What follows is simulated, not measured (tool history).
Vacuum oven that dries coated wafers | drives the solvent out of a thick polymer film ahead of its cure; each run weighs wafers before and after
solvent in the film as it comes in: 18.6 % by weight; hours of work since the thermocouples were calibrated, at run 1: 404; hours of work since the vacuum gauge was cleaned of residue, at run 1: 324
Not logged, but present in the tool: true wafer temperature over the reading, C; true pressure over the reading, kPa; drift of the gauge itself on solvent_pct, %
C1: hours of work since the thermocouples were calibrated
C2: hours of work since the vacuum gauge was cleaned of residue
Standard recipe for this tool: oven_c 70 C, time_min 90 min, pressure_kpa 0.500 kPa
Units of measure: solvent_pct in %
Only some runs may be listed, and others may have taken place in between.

{"run": 1, "hour": 0.0, "oven_c": 70, "time_min": 90, "pressure_kpa": 0.5, "C1": 404, "C2": 324, "solvent_pct": 2.31}
{"run": 2, "hour": 37.6, "oven_c": 70, "time_min": 90, "pressure_kpa": 0.5, "C1": 419, "C2": 340, "solvent_pct": 2.32}
{"run": 3, "hour": 79.7, "oven_c": 70, "time_min": 90, "pressure_kpa": 1.05, "C1": 436, "C2": 357, "solvent_pct": 2.53}
{"run": 4, "hour": 123.4, "oven_c": 70, "time_min": 90, "pressure_kpa": 1.05, "C1": 454, "C2": 375, "solvent_pct": 2.52}
{"run": 5, "hour": 160.0, "oven_c": 70, "time_min": 90, "pressure_kpa": 0.631, "C1": 469, "C2": 390, "solvent_pct": 2.34}
{"run": 6, "hour": 199.0, "oven_c": 70, "time_min": 90, "pressure_kpa": 0.631, "C1": 485, "C2": 406, "solvent_pct": 2.36}
{"run": 7, "hour": 231.0, "oven_c": 70, "time_min": 90, "pressure_kpa": 0.5, "C1": 498, "C2": 419, "solvent_pct": 2.29}
{"run": 8, "hour": 256.5, "oven_c": 70, "time_min": 90, "pressure_kpa": 0.5, "C1": 509, "C2": 429, "solvent_pct": 2.29}
{"run": 9, "hour": 299.1, "oven_c": 70, "time_min": 90, "pressure_kpa": 0.424, "C1": 526, "C2": 447, "solvent_pct": 2.29}
{"run": 10, "hour": 324.1, "oven_c": 70, "time_min": 90, "pressure_kpa": 0.424, "C1": 536, "C2": 457, "solvent_pct": 2.25}
{"run": 11, "hour": 343.7, "oven_c": 70, "time_min": 90, "pressure_kpa": 0.424, "C1": 544, "C2": 465, "solvent_pct": 2.24}
{"run": 12, "hour": 385.5, "oven_c": 70, "time_min": 126, "pressure_kpa": 0.5, "C1": 561, "C2": 482, "solvent_pct": 1.24}
{"run": 13, "hour": 416.1, "oven_c": 70, "time_min": 126, "pressure_kpa": 0.5, "C1": 574, "C2": 494, "solvent_pct": 1.21}
{"run": 14, "hour": 439.2, "oven_c": 70, "time_min": 126, "pressure_kpa": 0.5, "C1": 583, "C2": 504, "solvent_pct": 1.2}
{"run": 15, "hour": 462.1, "oven_c": 70, "time_min": 126, "pressure_kpa": 0.769, "C1": 593, "C2": 513, "solvent_pct": 1.32}
{"run": 16, "hour": 502.0, "oven_c": 60, "time_min": 90, "pressure_kpa": 0.5, "C1": 609, "C2": 530, "solvent_pct": 6.02}
{"run": 17, "hour": 541.5, "oven_c": 60, "time_min": 90, "pressure_kpa": 0.5, "C1": 625, "C2": 546, "solvent_pct": 5.99}
{"run": 18, "hour": 586.5, "oven_c": 69, "time_min": 90, "pressure_kpa": 0.5, "C1": 644, "C2": 564, "solvent_pct": 2.57}
{"run": 19, "hour": 631.2, "oven_c": 69, "time_min": 90, "pressure_kpa": 0.5, "C1": 662, "C2": 582, "solvent_pct": 2.57}
{"run": 20, "hour": 649.8, "oven_c": 69, "time_min": 90, "pressure_kpa": 0.5, "C1": 670, "C2": 590, "solvent_pct": 2.59}
{"run": 21, "hour": 681.2, "oven_c": 70, "time_min": 90, "pressure_kpa": 0.359, "C1": 682, "C2": 603, "solvent_pct": 2.2}
{"run": 22, "hour": 713.2, "oven_c": 70, "time_min": 90, "pressure_kpa": 0.359, "C1": 695, "C2": 616, "solvent_pct": 2.22}
{"run": 23, "hour": 737.0, "oven_c": 70, "time_min": 90, "pressure_kpa": 0.5, "C1": 705, "C2": 626, "solvent_pct": 2.27}
{"run": 24, "hour": 762.1, "oven_c": 70, "time_min": 90, "pressure_kpa": 0.5, "C1": 715, "C2": 636, "solvent_pct": 2.29}
{"run": 25, "hour": 806.7, "oven_c": 70, "time_min": 90, "pressure_kpa": 1.26, "C1": 734, "C2": 654, "solvent_pct": 2.58}
{"run": 26, "hour": 829.3, "oven_c": 65, "time_min": 51, "pressure_kpa": 0.738, "C1": 743, "C2": 663, "solvent_pct": 7.01}
{"run": 27, "hour": 859.5, "oven_c": 70, "time_min": 159, "pressure_kpa": 0.5, "C1": 755, "C2": 676, "solvent_pct": 0.77}
{"run": 28, "hour": 901.4, "oven_c": 66, "time_min": 121, "pressure_kpa": 0.5, "C1": 772, "C2": 693, "solvent_pct": 2.25}
{"hour": 906.0, "done": "vacuum gauge cleaned of residue and calibrated"}
{"run": 29, "hour": 943.6, "oven_c": 62, "time_min": 109, "pressure_kpa": 0.5, "C1": 789, "C2": 15, "solvent_pct": 4.17}
{"run": 30, "hour": 962.7, "oven_c": 62, "time_min": 109, "pressure_kpa": 0.5, "C1": 797, "C2": 23, "solvent_pct": 4.16}
{"run": 31, "hour": 992.3, "oven_c": 62, "time_min": 109, "pressure_kpa": 0.5, "C1": 809, "C2": 35, "solvent_pct": 4.14}
{"hour": 1011.0, "done": "vacuum gauge cleaned of residue and calibrated, once more"}
{"run": 32, "hour": 1030.9, "oven_c": 62, "time_min": 109, "pressure_kpa": 0.5, "C1": 824, "C2": 8, "solvent_pct": 3.96}
{"run": 33, "hour": 1056.9, "oven_c": 62, "time_min": 109, "pressure_kpa": 0.5, "C1": 835, "C2": 19, "solvent_pct": 3.95}
{"run": 34, "hour": 1100.6, "oven_c": 70, "time_min": 62, "pressure_kpa": 0.617, "C1": 853, "C2": 37, "solvent_pct": 3.87}
{"run": 35, "hour": 1130.4, "oven_c": 70, "time_min": 62, "pressure_kpa": 0.617, "C1": 865, "C2": 49, "solvent_pct": 3.85}
{"run": 36, "hour": 1162.7, "oven_c": 67, "time_min": 67, "pressure_kpa": 0.445, "C1": 878, "C2": 62, "solvent_pct": 4.55}
{"run": 37, "hour": 1186.2, "oven_c": 82, "time_min": 82, "pressure_kpa": 0.524, "C1": 888, "C2": 72, "solvent_pct": 0.39}
{"run": 38, "hour": 1213.6, "oven_c": 72, "time_min": 109, "pressure_kpa": 0.695, "C1": 899, "C2": 83, "solvent_pct": 1.14}
{"run": 39, "hour": 1256.0, "oven_c": 83, "time_min": 90, "pressure_kpa": 0.5, "C1": 916, "C2": 100, "solvent_pct": 0.26}
{"run": 40, "hour": 1278.5, "oven_c": 83, "time_min": 90, "pressure_kpa": 0.5, "C1": 925, "C2": 109, "solvent_pct": 0.23}
{"run": 41, "hour": 1304.8, "oven_c": 65, "time_min": 90, "pressure_kpa": 1.778, "C1": 936, "C2": 120, "solvent_pct": 4.4}
{"run": 42, "hour": 1332.4, "oven_c": 65, "time_min": 90, "pressure_kpa": 1.778, "C1": 947, "C2": 131, "solvent_pct": 4.37}
{"run": 43, "hour": 1368.1, "oven_c": 85, "time_min": 90, "pressure_kpa": 0.5, "C1": 962, "C2": 146, "solvent_pct": 0.2}
{"run": 44, "hour": 1395.4, "oven_c": 85, "time_min": 128, "pressure_kpa": 1.052, "C1": 973, "C2": 157, "solvent_pct": 0.26}
{"run": 45, "hour": 1424.7, "oven_c": 85, "time_min": 128, "pressure_kpa": 1.052, "C1": 985, "C2": 169, "solvent_pct": 0.29}
{"run": 46, "hour": 1463.1, "oven_c": 78, "time_min": 90, "pressure_kpa": 0.5, "C1": 1001, "C2": 185, "solvent_pct": 0.6}
{"run": 47, "hour": 1493.4, "oven_c": 60, "time_min": 90, "pressure_kpa": 0.526, "C1": 1013, "C2": 197, "solvent_pct": 5.78}
{"run": 48, "hour": 1515.0, "oven_c": 60, "time_min": 90, "pressure_kpa": 0.293, "C1": 1022, "C2": 206, "solvent_pct": 5.65}

For each entry between runs, how does the tool's hidden state at the last listed run before it compare with that at the first listed run after it?
In the gap between runs 28 and 29: vacuum gauge cleaned of residue and calibrated (hour 906.0)
  true wafer temperature over the reading, C: 1.71 -> 1.73; true pressure over the reading, kPa: 0.3 -> 0.373
  measured less the result without the state, solvent_pct: -0.38 -> -0.49 %
In the gap between runs 31 and 32: vacuum gauge cleaned of residue and calibrated, once more (hour 1011.0)
  true wafer temperature over the reading, C: 1.75 -> 1.76; true pressure over the reading, kPa: 0.382 -> 0.015
  measured less the result without the state, solvent_pct: -0.49 -> -0.70 %
